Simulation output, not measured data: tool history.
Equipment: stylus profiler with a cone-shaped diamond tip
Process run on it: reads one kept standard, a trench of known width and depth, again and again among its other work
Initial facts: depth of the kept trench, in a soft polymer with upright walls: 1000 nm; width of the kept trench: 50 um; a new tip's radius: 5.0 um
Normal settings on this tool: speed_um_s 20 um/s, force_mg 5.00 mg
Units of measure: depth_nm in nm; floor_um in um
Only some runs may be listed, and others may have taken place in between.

run,hour,speed_um_s,force_mg,depth_nm,floor_um
1,0.0,20,5.00,1015.45,43.92
2,14.6,20,5.00,1015.79,43.94
3,28.8,20,2.64,1010.03,43.94
4,37.6,20,2.64,1010.32,43.84
5,47.7,20,2.64,1010.44,43.89
6,60.2,20,5.00,1015.54,43.94
7,67.2,20,5.00,1015.99,43.93
8,75.4,20,2.16,1009.10,43.91
9,89.2,20,2.16,1009.16,43.85
10,102.9,20,2.16,1008.91,43.86
11,112.1,20,2.16,1009.19,43.91
12,121.3,20,2.16,1009.25,43.95
13,135.8,20,2.16,1009.19,43.90
14,148.1,20,6.15,1017.73,43.90
15,157.1,20,6.15,1017.84,43.91
16,167.1,20,2.28,1009.14,43.92
# hour 171.2: new tip fitted, height scale calibrated
17,183.8,20,5.00,1015.48,43.94
18,198.1,20,5.00,1015.55,43.91
19,208.9,33,5.00,1015.70,43.94
20,215.7,33,5.00,1015.35,43.94
21,225.5,33,5.00,1015.89,43.90
22,239.7,33,5.00,1016.09,43.90
23,246.6,33,5.00,1015.43,43.87
24,260.0,76,6.03,1017.70,43.78
25,273.4,12,11.29,1027.31,43.97
26,283.0,57,14.72,1032.22,43.94
27,289.8,57,14.72,1032.34,43.88
28,304.5,20,1.85,1007.95,43.91
29,312.4,20,1.85,1007.86,43.93
30,323.7,10,1.96,1008.45,43.93
31,335.6,10,1.96,1008.45,43.90
32,349.9,8,6.57,1018.74,44.02
33,360.1,50,12.61,1029.16,43.91
34,369.3,8,1.69,1007.66,43.97
35,379.3,47,5.72,1017.06,43.87
36,387.3,7,10.17,1024.98,44.00
37,401.8,52,10.34,1025.55,43.89
38,415.9,16,10.34,1025.47,43.99
39,430.5,68,7.73,1020.74,43.89
40,441.2,11,3.37,1012.25,43.95
41,455.7,11,3.37,1012.03,43.94
42,465.1,65,2.26,1009.30,43.73
43,475.4,65,2.26,1009.27,43.75
44,487.7,45,2.21,1009.05,43.83
45,501.8,45,2.21,1008.79,43.83
46,512.1,45,2.21,1009.07,43.85

Selected run-to-run steps in floor_um, each split into two signed amounts: the part the tool would show with no hidden state at all (from settings, incoming material and random variation), and the remainder, which goes to the hidden state together with any gauge scatter not common to the measured and the hidden-state-free results:
The hidden state here: radius of the tip, um; height scale over the true one, %; drift of the gauge itself on depth_nm, %; drift of the gauge itself on floor_um, %.
Run 14 -> 15: nothing adjusted, nothing logged. floor_um +0.01 um: hidden state -0.01, all else +0.02.
Run 15 -> 16: force_mg 6.15 -> 2.28. floor_um +0.01 um: hidden state +0.01, all else +0.00.
Run 16 -> 17: force_mg 2.28 -> 5.00, new tip fitted, height scale calibrated. floor_um +0.02 um: hidden state +0.03, all else -0.01.
Run 24 -> 25: speed_um_s 76 -> 12, force_mg 6.03 -> 11.29. floor_um +0.19 um: hidden state +0.00, all else +0.19.
Run 35 -> 36: speed_um_s 47 -> 7, force_mg 5.72 -> 10.17. floor_um +0.13 um: hidden state -0.01, all else +0.14.
Run 41 -> 42: speed_um_s 11 -> 65, force_mg 3.37 -> 2.26. floor_um -0.21 um: hidden state +0.00, all else -0.21.

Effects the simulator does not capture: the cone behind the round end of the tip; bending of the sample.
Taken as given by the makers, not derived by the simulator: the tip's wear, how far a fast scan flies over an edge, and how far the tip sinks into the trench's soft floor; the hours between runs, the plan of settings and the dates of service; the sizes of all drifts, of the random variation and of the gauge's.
